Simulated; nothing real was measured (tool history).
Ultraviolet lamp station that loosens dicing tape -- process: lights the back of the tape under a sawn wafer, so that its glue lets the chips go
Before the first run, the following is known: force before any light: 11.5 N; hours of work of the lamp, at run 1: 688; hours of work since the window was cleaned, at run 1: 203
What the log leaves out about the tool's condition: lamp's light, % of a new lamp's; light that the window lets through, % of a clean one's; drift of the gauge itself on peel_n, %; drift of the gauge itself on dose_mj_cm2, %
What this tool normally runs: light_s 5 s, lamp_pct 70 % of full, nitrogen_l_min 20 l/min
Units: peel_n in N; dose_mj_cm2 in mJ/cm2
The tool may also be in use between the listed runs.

| run | day | light_s | lamp_pct | nitrogen_l_min | hours of work of the lamp | hours of work since the window was cleaned | peel_n | dose_mj_cm2 |
|---|---|---|---|---|---|---|---|---|
| 1 | 0 | 5 | 70 | 20 | 688 | 203 | 0.634 | 263 |
| 2 | 3.288 | 5 | 70 | 20 | 730 | 245 | 0.612 | 254 |
| 3 | 5.821 | 5 | 70 | 20 | 763 | 278 | 0.651 | 248 |
| 4 | 8 | 5 | 70 | 20 | 791 | 306 | 0.676 | 249 |
| 5 | 11.45 | 2 | 70 | 20 | 836 | 351 | 3.367 | 98 |
| 6 | 13.117 | 5 | 70 | 20 | 857 | 372 | 0.744 | 242 |
| 7 | 16.404 | 5 | 70 | 20 | 900 | 415 | 0.749 | 239 |
| 8 | 20.229 | 5 | 70 | 20 | 949 | 464 | 0.822 | 229 |
| 9 | 23.125 | 5 | 70 | 20 | 987 | 502 | 0.825 | 225 |
| 10 | 25.892 | 5 | 70 | 20 | 1022 | 538 | 0.853 | 224 |
| 11 | 28.058 | 5 | 70 | 20 | 1050 | 566 | 0.877 | 223 |
| 12 | 31.346 | 5 | 70 | 20 | 1093 | 608 | 0.946 | 218 |
| 13 | 33.2 | 5 | 70 | 20 | 1117 | 632 | 0.957 | 213 |
|  | 33.396 | window cleaned of glue's vapour |
| 14 | 35.029 | 5 | 70 | 20 | 1140 | 21 | 1.13 | 196 |
| 15 | 37.362 | 5 | 70 | 20 | 1170 | 51 | 1.154 | 190 |
| 16 | 41.196 | 5 | 70 | 14 | 1220 | 101 | 1.491 | 192 |
| 17 | 42.892 | 5 | 70 | 10 | 1242 | 123 | 1.85 | 185 |
| 18 | 45.858 | 5 | 70 | 10 | 1280 | 161 | 1.874 | 180 |
| 19 | 48.583 | 5 | 70 | 10 | 1316 | 196 | 1.928 | 178 |
| 20 | 50.808 | 5 | 70 | 20 | 1344 | 225 | 1.389 | 181 |
| 21 | 53.158 | 5 | 70 | 20 | 1375 | 256 | 1.47 | 175 |
| 22 | 56.375 | 5 | 90 | 37 | 1416 | 297 | 0.689 | 219 |
|  | 57.979 | window cleaned of glue's vapour, once more |
| 23 | 58.162 | 4 | 90 | 25 | 1439 | 2 | 0.652 | 236 |
| 24 | 61.104 | 5 | 89 | 9 | 1477 | 40 | 0.826 | 291 |
|  | 61.692 | lamp changed |
| 25 | 62.842 | 8 | 68 | 9 | 15 | 62 | 0.298 | 477 |
| 26 | 65.167 | 5 | 66 | 35 | 45 | 92 | 0.391 | 288 |
| 27 | 66.829 | 5 | 66 | 35 | 66 | 114 | 0.392 | 289 |
| 28 | 68.646 | 5 | 66 | 35 | 90 | 137 | 0.404 | 282 |
| 29 | 71.792 | 4 | 70 | 10 | 131 | 178 | 1.161 | 240 |
| 30 | 75.875 | 5 | 98 | 18 | 183 | 231 | 0.293 | 408 |
| 31 | 78.725 | 3 | 85 | 26 | 220 | 268 | 0.835 | 208 |
| 32 | 81.3 | 4 | 66 | 11 | 254 | 301 | 1.372 | 213 |
| 33 | 85.079 | 4 | 66 | 11 | 302 | 350 | 1.431 | 209 |
| 34 | 89.183 | 4 | 66 | 11 | 356 | 403 | 1.509 | 201 |
| 35 | 91.65 | 8 | 70 | 21 | 387 | 435 | 0.255 | 423 |
| 36 | 95.3 | 6 | 70 | 20 | 435 | 482 | 0.419 | 309 |
| 37 | 98.283 | 6 | 70 | 20 | 473 | 521 | 0.427 | 312 |
| 38 | 101.379 | 5 | 70 | 14 | 513 | 561 | 0.823 | 253 |
| 39 | 103.312 | 5 | 70 | 14 | 538 | 586 | 0.813 | 249 |
| 40 | 105.838 | 7 | 88 | 9 | 571 | 618 | 0.351 | 435 |
|  | 107.725 | window cleaned of glue's vapour |
| 41 | 109.117 | 7 | 88 | 21 | 613 | 18 | 0.23 | 495 |
| 42 | 110.962 | 6 | 88 | 21 | 637 | 42 | 0.256 | 420 |

Each row is a separate what-if for the run after 42, all from the same tool condition, not one after another. Results?
| A | 114.938 | 2 | 73 | 8 | 688 | 93 | ? | ? |
| B | 114.938 | 4 | 70 | 20 | 688 | 93 | ? | ? |
| C | 114.938 | 8 | 93 | 17 | 688 | 93 | ? | ? |
| D | 114.938 | 7 | 62 | 20 | 688 | 93 | ? | ? |
| E | 114.938 | 9 | 88 | 11 | 688 | 93 | ? | ? |

| run | peel_n | dose_mj_cm2 |
|---|---|---|
| A | 3.99 | 112 |
| B | 0.931 | 220 |
| C | 0.221 | 579 |
| D | 0.349 | 339 |
| E | 0.226 | 607 |
What these runs would have given with no unlogged condition in the tool:
| run | peel_n | dose_mj_cm2 |
|---|---|---|
| A | 3.353 | 131 |
| B | 0.663 | 257 |
| C | 0.214 | 677 |
| D | 0.27 | 396 |
| E | 0.214 | 710 |

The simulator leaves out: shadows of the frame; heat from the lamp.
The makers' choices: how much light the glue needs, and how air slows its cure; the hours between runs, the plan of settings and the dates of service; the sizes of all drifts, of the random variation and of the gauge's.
